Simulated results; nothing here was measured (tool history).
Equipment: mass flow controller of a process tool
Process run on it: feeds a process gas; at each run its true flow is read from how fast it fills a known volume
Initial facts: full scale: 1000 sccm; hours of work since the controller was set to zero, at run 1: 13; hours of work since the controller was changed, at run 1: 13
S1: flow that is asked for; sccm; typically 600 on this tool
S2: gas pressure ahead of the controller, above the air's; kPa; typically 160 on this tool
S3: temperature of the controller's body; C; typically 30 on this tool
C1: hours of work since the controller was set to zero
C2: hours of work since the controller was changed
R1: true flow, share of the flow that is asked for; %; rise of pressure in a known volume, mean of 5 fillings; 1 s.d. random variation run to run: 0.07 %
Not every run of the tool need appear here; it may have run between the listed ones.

| run | hour | S1 | S2 | S3 | C1 | C2 | R1 |
|---|---|---|---|---|---|---|---|
| 1 | 0.0 | 600 | 160 | 30 | 13 | 13 | 98.86 |
| 2 | 194.8 | 600 | 160 | 30 | 146 | 146 | 98.86 |
| 3 | 306.4 | 600 | 160 | 30 | 222 | 222 | 99.04 |
| 4 | 452.9 | 600 | 160 | 30 | 322 | 322 | 98.87 |
| 5 | 692.5 | 600 | 160 | 30 | 486 | 486 | 98.98 |
| 6 | 854.4 | 600 | 160 | 30 | 597 | 597 | 98.89 |
| 7 | 1059.1 | 600 | 160 | 30 | 736 | 736 | 98.92 |
| 8 | 1197.2 | 600 | 160 | 30 | 831 | 831 | 98.99 |
| 9 | 1335.2 | 600 | 160 | 25 | 925 | 925 | 99.24 |
| 10 | 1462.1 | 600 | 160 | 25 | 1012 | 1012 | 99.16 |
| 11 | 1650.1 | 600 | 187 | 30 | 1140 | 1140 | 98.82 |
| 12 | 1781.7 | 600 | 187 | 30 | 1230 | 1230 | 98.76 |
| 13 | 1983.2 | 600 | 187 | 30 | 1368 | 1368 | 98.82 |
| 14 | 2138.4 | 600 | 187 | 30 | 1474 | 1474 | 98.75 |
| 15 | 2381.4 | 600 | 224 | 30 | 1640 | 1640 | 98.66 |
| 16 | 2572.1 | 600 | 160 | 39 | 1770 | 1770 | 98.50 |
| 17 | 2728.9 | 600 | 160 | 39 | 1877 | 1877 | 98.40 |
| 18 | 2936.4 | 600 | 164 | 22 | 2019 | 2019 | 99.38 |
| 19 | 3081.1 | 600 | 164 | 22 | 2118 | 2118 | 99.35 |
| 20 | 3198.8 | 331 | 160 | 21 | 2198 | 2198 | 98.72 |
| 21 | 3427.9 | 102 | 143 | 21 | 2355 | 2355 | 98.23 |
| 22 | 3560.1 | 102 | 176 | 27 | 2445 | 2445 | 97.81 |
| 23 | 3684.4 | 787 | 274 | 27 | 2530 | 2530 | 99.08 |
| 24 | 3890.5 | 787 | 274 | 27 | 2671 | 2671 | 99.32 |
| 25 | 4074.3 | 568 | 274 | 23 | 2797 | 2797 | 98.79 |
| 26 | 4242.4 | 568 | 274 | 23 | 2911 | 2911 | 98.77 |
| 27 | 4396.3 | 600 | 160 | 38 | 3017 | 3017 | 98.45 |
| 28 | 4535.5 | 397 | 160 | 38 | 3112 | 3112 | 98.09 |
| 29 | 4657.0 | 397 | 160 | 38 | 3195 | 3195 | 97.99 |

Consider 4 possible next runs. They are alternatives, not a sequence: every one starts from the tool as it was left by run 29. What does each give?
| A | 4805.2 | 397 | 145 | 38 | 3296 | 3296 | ? |
| B | 4805.2 | 148 | 160 | 22 | 3296 | 3296 | ? |
| C | 4805.2 | 173 | 152 | 38 | 3296 | 3296 | ? |
| D | 4805.2 | 853 | 160 | 38 | 3296 | 3296 | ? |

| run | R1 |
|---|---|
| A | 98.06 |
| B | 98.06 |
| C | 97.43 |
| D | 99.06 |
Without the tool's unlogged condition, the same runs would have read:
| run | R1 |
|---|---|
| A | 98.06 |
| B | 98.07 |
| C | 97.44 |
| D | 99.05 |
